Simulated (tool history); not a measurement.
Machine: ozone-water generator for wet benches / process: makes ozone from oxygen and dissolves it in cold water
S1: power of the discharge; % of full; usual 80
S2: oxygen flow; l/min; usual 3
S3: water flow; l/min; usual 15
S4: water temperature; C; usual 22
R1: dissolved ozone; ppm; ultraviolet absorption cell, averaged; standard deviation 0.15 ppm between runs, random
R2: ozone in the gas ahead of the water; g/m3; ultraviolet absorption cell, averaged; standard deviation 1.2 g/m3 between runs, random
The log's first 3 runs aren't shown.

run,hour,S1,S2,S3,S4,R1,R2
4,103.8,80,3.04,15,22,19.1,207.8
5,141.9,80,3.04,15,22,18.8,206.7
6,185.5,80,3,15,21,19.4,209.3
7,213.2,80,3,15,22,19.2,207.3
8,259,80,3,15,22,19.1,207.6
9,281.3,80,3,15,22,18.9,208.4
10,306.8,80,3,15,22,18.9,208.3
11,328.7,80,3,15,22,19,206.8
12,364.9,80,3,15,21,19.3,206.7
13,387.8,80,3,15,21,19,207
14,421.6,80,3,15,22,18.9,208.7
15,461.9,80,3,15,22,18.9,208.9
16,514,80,3,15,16,20.3,208.4
17,561.2,80,3,15,20,19.1,209.6
18,595.6,59,3.05,15,22,15.5,170.1
19,646.7,59,3.06,15,22,15.5,168.4
20,693.6,52,3,11,28,16.9,157.1
21,721.2,63,2.82,15,17,17.4,184.2
22,767.4,63,2.82,15,17,17.3,186

What will run 23 give?
23,796.9,92,2,15,19,?,?

Run 23 produced R1 21.4 ppm, R2 296.1 g/m3.
If the tool had no hidden condition, the same run with the same run-to-run variation would have returned R1 22.5 ppm, R2 302.8 g/m3.

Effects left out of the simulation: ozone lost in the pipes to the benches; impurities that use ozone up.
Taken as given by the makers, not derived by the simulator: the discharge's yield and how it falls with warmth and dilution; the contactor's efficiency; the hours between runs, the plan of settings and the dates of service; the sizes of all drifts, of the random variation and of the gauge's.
